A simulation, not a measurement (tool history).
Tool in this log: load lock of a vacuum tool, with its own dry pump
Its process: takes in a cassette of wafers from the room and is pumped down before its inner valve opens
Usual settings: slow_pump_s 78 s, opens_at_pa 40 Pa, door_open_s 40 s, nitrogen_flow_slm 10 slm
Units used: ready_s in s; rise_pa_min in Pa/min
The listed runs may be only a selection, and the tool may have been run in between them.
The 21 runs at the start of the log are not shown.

run,hour,slow_pump_s,opens_at_pa,door_open_s,nitrogen_flow_slm,hours that the pump has run since its overhaul,times that the door has closed on its seal,"incoming humidity of the room's air, %",ready_s,rise_pa_min
22,2754.8,88,41,166,10,5280,14535,45.6,142.8,0.136
23,2917.2,95,40,28,10,5442,15319,43.4,149.1,0.108
24,2996.9,95,48,28,19,5522,15704,42.5,147.4,0.109
25,3082.7,95,48,28,19,5608,16119,42.2,146.4,0.107
26,3182.0,100,47,128,16,5707,16598,44.2,152.1,0.143
27,3344.5,85,56,128,15,5870,17382,48.0,138.0,0.157
28,3435.6,78,40,32,6,5961,17822,45.0,135.8,0.139
29,3565.1,78,79,32,6,6090,18447,45.6,129.9,0.147
30,3676.4,78,79,32,6,6202,18985,44.7,129.6,0.147
31,3751.7,75,40,144,10,6277,19348,45.9,134.7,0.181
32,3858.7,78,43,40,38,6384,19864,46.2,138.3,0.148
33,3974.1,78,35,52,36,6499,20421,43.7,138.9,0.149
34,4121.7,78,35,52,36,6647,21134,46.4,140.0,0.162
35,4206.8,79,66,52,36,6732,21545,46.5,132.8,0.156
36,4293.9,96,50,84,6,6819,21965,46.4,149.5,0.195
37,4372.8,47,40,141,18,6898,22346,45.8,115.7,0.196

Here are 3 independent what-if runs from the current tool condition. What would each one return?
A,4453.7,47,40,107,20,6979,22737,46.9,?,?
B,4453.7,155,40,191,10,6979,22737,43.6,?,?
C,4453.7,47,69,141,18,6979,22737,43.0,?,?

run,ready_s,rise_pa_min
A,116.4,0.195
B,194.5,0.221
C,111.2,0.198
Had the tool no hidden state, the same runs would have come out as:
run,ready_s,rise_pa_min
A,106.4,0.039
B,188.8,0.065
C,101.8,0.044
